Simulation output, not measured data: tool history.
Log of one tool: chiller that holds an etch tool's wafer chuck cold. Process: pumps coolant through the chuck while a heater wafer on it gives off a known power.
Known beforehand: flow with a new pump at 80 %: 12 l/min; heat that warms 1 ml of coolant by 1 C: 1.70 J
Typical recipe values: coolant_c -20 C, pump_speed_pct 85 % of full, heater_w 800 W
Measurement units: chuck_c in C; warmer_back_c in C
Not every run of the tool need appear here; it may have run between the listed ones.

run	day	coolant_c	pump_speed_pct	heater_w	chuck_c	warmer_back_c
1	0.000	-20	85	800	-11.6	2.22
2	1.004	-20	85	800	-11.6	2.22
3	3.088	-20	85	800	-11.6	2.19
4	5.396	-20	85	983	-9.8	2.70
5	6.721	-20	85	983	-9.9	2.69
6	8.121	-20	85	983	-9.7	2.71
7	9.225	-20	85	983	-9.8	2.69
8	10.429	-11	65	631	-3.5	2.29
# day 11.475: chiller's thermometer calibrated
9	11.583	-29	74	959	-18.2	3.04
10	13.375	-22	72	896	-11.9	2.89
11	14.679	-20	88	800	-11.9	2.11
12	16.154	-20	88	800	-11.7	2.10
13	17.408	-20	96	699	-13.2	1.66

Forecast each of these 5 alternatives for the next run:
A	18.467	-15	82	783	?	?
B	18.467	-10	96	699	?	?
C	18.467	-16	85	800	?	?
D	18.467	-25	60	854	?	?
E	18.467	-24	91	894	?	?

run	chuck_c	warmer_back_c
A	-7.0	2.20
B	-3.4	1.67
C	-7.8	2.16
D	-14.2	3.34
E	-15.2	2.25
With no hidden state in the tool, these same runs would have given:
run	chuck_c	warmer_back_c
A	-7.0	2.24
B	-3.4	1.71
C	-7.8	2.20
D	-14.2	3.38
E	-15.2	2.29
